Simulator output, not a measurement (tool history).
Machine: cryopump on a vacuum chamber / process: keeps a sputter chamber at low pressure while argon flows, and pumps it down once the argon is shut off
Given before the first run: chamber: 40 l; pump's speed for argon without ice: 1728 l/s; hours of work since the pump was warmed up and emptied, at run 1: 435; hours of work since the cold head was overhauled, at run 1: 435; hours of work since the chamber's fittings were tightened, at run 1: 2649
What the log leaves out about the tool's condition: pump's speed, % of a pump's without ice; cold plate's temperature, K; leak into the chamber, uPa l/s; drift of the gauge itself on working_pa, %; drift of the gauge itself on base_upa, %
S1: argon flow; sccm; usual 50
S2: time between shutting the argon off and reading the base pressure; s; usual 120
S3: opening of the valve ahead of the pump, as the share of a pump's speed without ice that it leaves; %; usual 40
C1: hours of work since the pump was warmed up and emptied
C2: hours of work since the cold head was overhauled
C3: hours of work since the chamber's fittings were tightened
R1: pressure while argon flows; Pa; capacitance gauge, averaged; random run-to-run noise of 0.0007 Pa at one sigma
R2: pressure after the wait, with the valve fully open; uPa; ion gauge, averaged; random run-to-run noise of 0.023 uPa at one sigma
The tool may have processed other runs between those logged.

run 1 hour=0.0 | S1=50 S2=120 S3=40 | C1=435 C2=435 C3=2649 | R1=0.1376 R2=3.85
run 2 hour=12.8 | S1=50 S2=120 S3=40 | C1=444 C2=444 C3=2658 | R1=0.1366 R2=3.77
run 3 hour=34.1 | S1=50 S2=120 S3=40 | C1=460 C2=460 C3=2674 | R1=0.1392 R2=3.89
run 4 hour=50.0 | S1=50 S2=189 S3=40 | C1=471 C2=471 C3=2685 | R1=0.1390 R2=3.67
run 5 hour=70.3 | S1=43 S2=120 S3=40 | C1=486 C2=486 C3=2700 | R1=0.1205 R2=4.01
run 6 hour=87.2 | S1=43 S2=120 S3=40 | C1=498 C2=498 C3=2713 | R1=0.1216 R2=3.99
run 7 hour=109.5 | S1=43 S2=120 S3=40 | C1=515 C2=515 C3=2729 | R1=0.1206 R2=4.14
-- hour=121.7 leaking fittings of the chamber tightened, without venting
run 8 hour=127.6 | S1=50 S2=134 S3=40 | C1=527 C2=527 C3=4 | R1=0.1428 R2=0.77
run 9 hour=144.9 | S1=50 S2=120 S3=29 | C1=539 C2=539 C3=17 | R1=0.1881 R2=0.88
run 10 hour=161.4 | S1=50 S2=120 S3=29 | C1=551 C2=551 C3=29 | R1=0.1894 R2=0.91
run 11 hour=184.3 | S1=56 S2=22 S3=40 | C1=568 C2=568 C3=46 | R1=0.1619 R2=3.69
run 12 hour=198.7 | S1=77 S2=54 S3=25 | C1=578 C2=578 C3=56 | R1=0.3353 R2=1.70
run 13 hour=221.0 | S1=30 S2=120 S3=53 | C1=595 C2=595 C3=72 | R1=0.0682 R2=0.98
run 14 hour=232.9 | S1=24 S2=84 S3=53 | C1=604 C2=604 C3=81 | R1=0.0555 R2=1.22
run 15 hour=252.6 | S1=50 S2=37 S3=58 | C1=618 C2=618 C3=96 | R1=0.1096 R2=2.34

Run 16 is up next; what results do you expect?
run 16 hour=266.4 | S1=50 S2=37 S3=58 | C1=628 C2=628 C3=106 | R1=? R2=?

{"run 16": {"R1": 0.1093, "R2": 2.36}}
With the hidden condition absent and the run-to-run variation left alone, this run would have shown R1 0.0839 Pa, R2 2.15 uPa.
